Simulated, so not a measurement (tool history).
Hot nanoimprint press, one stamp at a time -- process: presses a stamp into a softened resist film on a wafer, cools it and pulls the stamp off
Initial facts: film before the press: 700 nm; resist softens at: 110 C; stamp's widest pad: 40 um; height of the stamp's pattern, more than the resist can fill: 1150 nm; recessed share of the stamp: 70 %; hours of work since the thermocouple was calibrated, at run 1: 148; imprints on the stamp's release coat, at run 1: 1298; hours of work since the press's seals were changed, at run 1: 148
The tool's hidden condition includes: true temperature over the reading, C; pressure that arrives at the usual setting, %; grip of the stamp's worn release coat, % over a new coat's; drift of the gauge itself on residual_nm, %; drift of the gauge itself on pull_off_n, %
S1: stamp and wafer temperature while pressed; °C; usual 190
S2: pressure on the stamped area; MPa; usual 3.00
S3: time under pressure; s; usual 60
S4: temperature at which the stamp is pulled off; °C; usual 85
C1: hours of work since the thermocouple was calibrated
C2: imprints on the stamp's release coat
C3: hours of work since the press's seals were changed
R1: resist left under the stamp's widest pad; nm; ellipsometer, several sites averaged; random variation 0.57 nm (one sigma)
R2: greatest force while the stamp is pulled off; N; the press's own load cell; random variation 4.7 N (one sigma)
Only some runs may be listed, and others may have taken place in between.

Run 1, hour 0.0: usual settings; C1 148; C2 1298; C3 148. Result: R1 278.5 nm, R2 231 N.
Run 2, hour 17.8: usual settings but S1 188 °C; C1 161; C2 1384; C3 161. Result: R1 302.0 nm, R2 230 N.
Run 3, hour 31.8: usual settings; C1 171; C2 1452; C3 171. Result: R1 278.7 nm, R2 236 N.
Run 4, hour 46.5: usual settings; C1 181; C2 1523; C3 181. Result: R1 277.6 nm, R2 234 N.
Run 5, hour 66.3: usual settings; C1 195; C2 1619; C3 195. Result: R1 278.6 nm, R2 233 N.
Run 6, hour 86.3: usual settings but S3 109 s; C1 209; C2 1715; C3 209. Result: R1 214.5 nm, R2 239 N.
Run 7, hour 99.7: usual settings but S3 109 s, S4 71 °C; C1 218; C2 1780; C3 218. Result: R1 214.3 nm, R2 274 N.
At hour 119.7: stamp cleaned and given a new release coat.
Run 8, hour 125.2: usual settings but S3 109 s, S4 71 °C; C1 232; C2 26; C3 232. Result: R1 215.7 nm, R2 253 N.
Run 9, hour 141.0: usual settings but S1 199 °C; C1 243; C2 103; C3 243. Result: R1 191.9 nm, R2 227 N.
Run 10, hour 150.3: usual settings but S1 199 °C; C1 250; C2 148; C3 250. Result: R1 191.6 nm, R2 231 N.
Run 11, hour 169.1: usual settings but S1 199 °C; C1 263; C2 239; C3 263. Result: R1 191.6 nm, R2 230 N.
Run 12, hour 188.7: usual settings but S1 199 °C, S2 2.14 MPa; C1 277; C2 334; C3 277. Result: R1 225.1 nm, R2 221 N.
Run 13, hour 198.6: usual settings but S3 93 s; C1 284; C2 382; C3 284. Result: R1 230.9 nm, R2 225 N.
At hour 213.2: plate thermocouple calibrated.
Run 14, hour 220.0: usual settings but S1 186 °C; C1 5; C2 471; C3 297. Result: R1 331.2 nm, R2 227 N.
Run 15, hour 236.0: usual settings but S2 1.90 MPa; C1 16; C2 548; C3 308. Result: R1 337.2 nm, R2 235 N.
Run 16, hour 250.7: usual settings but S2 1.90 MPa; C1 26; C2 619; C3 318. Result: R1 339.3 nm, R2 228 N.
Run 17, hour 269.2: usual settings but S3 116 s; C1 39; C2 709; C3 331. Result: R1 210.3 nm, R2 235 N.
Run 18, hour 289.3: usual settings but S2 2.11 MPa, S3 59 s; C1 54; C2 806; C3 345. Result: R1 327.2 nm, R2 225 N.
Run 19, hour 309.2: usual settings but S2 2.11 MPa, S3 59 s; C1 68; C2 903; C3 359. Result: R1 328.3 nm, R2 230 N.
Run 20, hour 326.4: usual settings but S2 4.37 MPa, S3 42 s; C1 80; C2 986; C3 372. Result: R1 278.2 nm, R2 233 N.
Run 21, hour 344.9: usual settings but S2 2.96 MPa, S3 93 s; C1 93; C2 1075; C3 385. Result: R1 234.5 nm, R2 233 N.
Run 22, hour 364.4: usual settings but S2 1.89 MPa, S3 93 s, S4 82 °C; C1 106; C2 1170; C3 398. Result: R1 284.5 nm, R2 244 N.
Run 23, hour 376.1: usual settings but S1 200 °C, S2 3.30 MPa, S3 37 s, S4 73 °C; C1 115; C2 1226; C3 407. Result: R1 222.3 nm, R2 259 N.
Run 24, hour 384.9: usual settings but S1 200 °C, S2 3.30 MPa, S3 37 s, S4 73 °C; C1 121; C2 1269; C3 413. Result: R1 222.5 nm, R2 258 N.
Run 25, hour 397.2: usual settings but S3 35 s; C1 129; C2 1328; C3 421. Result: R1 349.7 nm, R2 223 N.
Run 26, hour 416.7: usual settings but S1 178 °C, S2 4.68 MPa, S3 34 s, S4 84 °C; C1 143; C2 1423; C3 435. Result: R1 471.8 nm, R2 231 N.
Run 27, hour 428.0: usual settings but S2 2.96 MPa, S4 90 °C; C1 151; C2 1478; C3 443. Result: R1 283.3 nm, R2 215 N.
Run 28, hour 438.5: usual settings but S1 186 °C, S2 2.44 MPa; C1 159; C2 1528; C3 450. Result: R1 362.8 nm, R2 224 N.
Run 29, hour 452.9: usual settings but S1 183 °C, S2 3.98 MPa; C1 169; C2 1598; C3 461. Result: R1 339.4 nm, R2 232 N.
At hour 454.3: gauge calibrated.
Run 30, hour 472.8: usual settings but S1 183 °C, S2 3.98 MPa; C1 183; C2 1694; C3 475. Result: R1 334.6 nm, R2 233 N.
Run 31, hour 481.7: usual settings but S1 183 °C, S2 1.99 MPa, S3 80 s; C1 189; C2 1737; C3 481. Result: R1 390.3 nm, R2 228 N.

Describe how what the log doesn't record of the tool's condition differs between the last listed run preceding each entry between runs and the first listed run following it.
Runs 7 to 8: stamp cleaned and given a new release coat (hour 119.7)
  pressure that arrives at the usual setting, %: 99.99 -> 99.98; grip of the stamp's worn release coat, % over a new coat's: 2 -> 0; drift of the gauge itself on residual_nm, %: 0.39 -> 0.47
  measured less the result without the state, R1: +0.3 -> +0.5 nm; R2: +5 -> +0 N
Runs 13 to 14: plate thermocouple calibrated (hour 213.2)
  true temperature over the reading, C: 0.07 -> -0.01; grip of the stamp's worn release coat, % over a new coat's: 0.4 -> 0.5; drift of the gauge itself on residual_nm, %: 0.76 -> 0.83
  measured less the result without the state, R1: +1.1 -> +2.9 nm; R2: +1 -> +1 N
Runs 29 to 30: gauge calibrated (hour 454.3)
  grip of the stamp's worn release coat, % over a new coat's: 1.8 -> 1.9; drift of the gauge itself on residual_nm, %: 1.75 -> 0.07
  measured less the result without the state, R1: +5.7 -> +0.1 nm; R2: +4 -> +5 N
